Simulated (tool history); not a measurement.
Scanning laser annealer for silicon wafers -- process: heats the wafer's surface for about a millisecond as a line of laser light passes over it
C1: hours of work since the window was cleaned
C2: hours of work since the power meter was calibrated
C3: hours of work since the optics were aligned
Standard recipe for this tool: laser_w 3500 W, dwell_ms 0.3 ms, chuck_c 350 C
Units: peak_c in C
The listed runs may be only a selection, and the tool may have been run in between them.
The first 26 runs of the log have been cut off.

Run 27, hour 498.5: usual settings but dwell_ms 0.347 ms, chuck_c 315 C; C1 46; C2 742; C3 378. Result: peak_c 1159 C.
Run 28, hour 519.5: usual settings but dwell_ms 0.347 ms, chuck_c 315 C; C1 57; C2 754; C3 389. Result: peak_c 1156 C.
Run 29, hour 542.6: usual settings but laser_w 3533 W, dwell_ms 0.341 ms, chuck_c 362 C; C1 70; C2 766; C3 402. Result: peak_c 1204 C.
Run 30, hour 556.4: usual settings but laser_w 3533 W, dwell_ms 0.341 ms, chuck_c 358 C; C1 77; C2 773; C3 409. Result: peak_c 1200 C.
Run 31, hour 576.7: usual settings but laser_w 3533 W, dwell_ms 0.341 ms, chuck_c 358 C; C1 88; C2 784; C3 420. Result: peak_c 1198 C.
Run 32, hour 599.2: usual settings but laser_w 3151 W, dwell_ms 0.273 ms, chuck_c 319 C; C1 100; C2 796; C3 432. Result: peak_c 982 C.
Run 33, hour 619.8: usual settings but laser_w 3793 W, chuck_c 364 C; C1 110; C2 807; C3 442. Result: peak_c 1209 C.
Run 34, hour 644.6: usual settings but laser_w 3793 W, chuck_c 364 C; C1 124; C2 820; C3 456. Result: peak_c 1201 C.
Run 35, hour 665.8: usual settings but laser_w 3793 W, chuck_c 364 C; C1 135; C2 831; C3 467. Result: peak_c 1203 C.
Run 36, hour 690.7: usual settings but laser_w 3617 W; C1 148; C2 844; C3 480. Result: peak_c 1147 C.
Run 37, hour 706.2: usual settings but dwell_ms 0.287 ms; C1 156; C2 852; C3 488. Result: peak_c 1106 C.
Run 38, hour 720.2: usual settings but laser_w 3513 W; C1 164; C2 860; C3 496. Result: peak_c 1123 C.
Run 39, hour 744.2: usual settings but dwell_ms 0.319 ms, chuck_c 368 C; C1 176; C2 872; C3 508. Result: peak_c 1162 C.

What if the next run were any one of these 3? Each begins from the tool's condition after run 39:
Run A, hour 761.3: usual settings but laser_w 3699 W, chuck_c 312 C; C1 185; C2 881; C3 517. Result: peak_c ?.
Run B, hour 761.3: usual settings but laser_w 3202 W, dwell_ms 0.319 ms, chuck_c 368 C; C1 185; C2 881; C3 517. Result: peak_c ?.
Run C, hour 761.3: usual settings but laser_w 3619 W, dwell_ms 0.227 ms, chuck_c 378 C; C1 185; C2 881; C3 517. Result: peak_c ?.

run  peak_c
  A    1126
  B    1091
  C    1067
Without the tool's unlogged condition, the same runs would have read:
run  peak_c
  A    1147
  B    1110
  C    1085

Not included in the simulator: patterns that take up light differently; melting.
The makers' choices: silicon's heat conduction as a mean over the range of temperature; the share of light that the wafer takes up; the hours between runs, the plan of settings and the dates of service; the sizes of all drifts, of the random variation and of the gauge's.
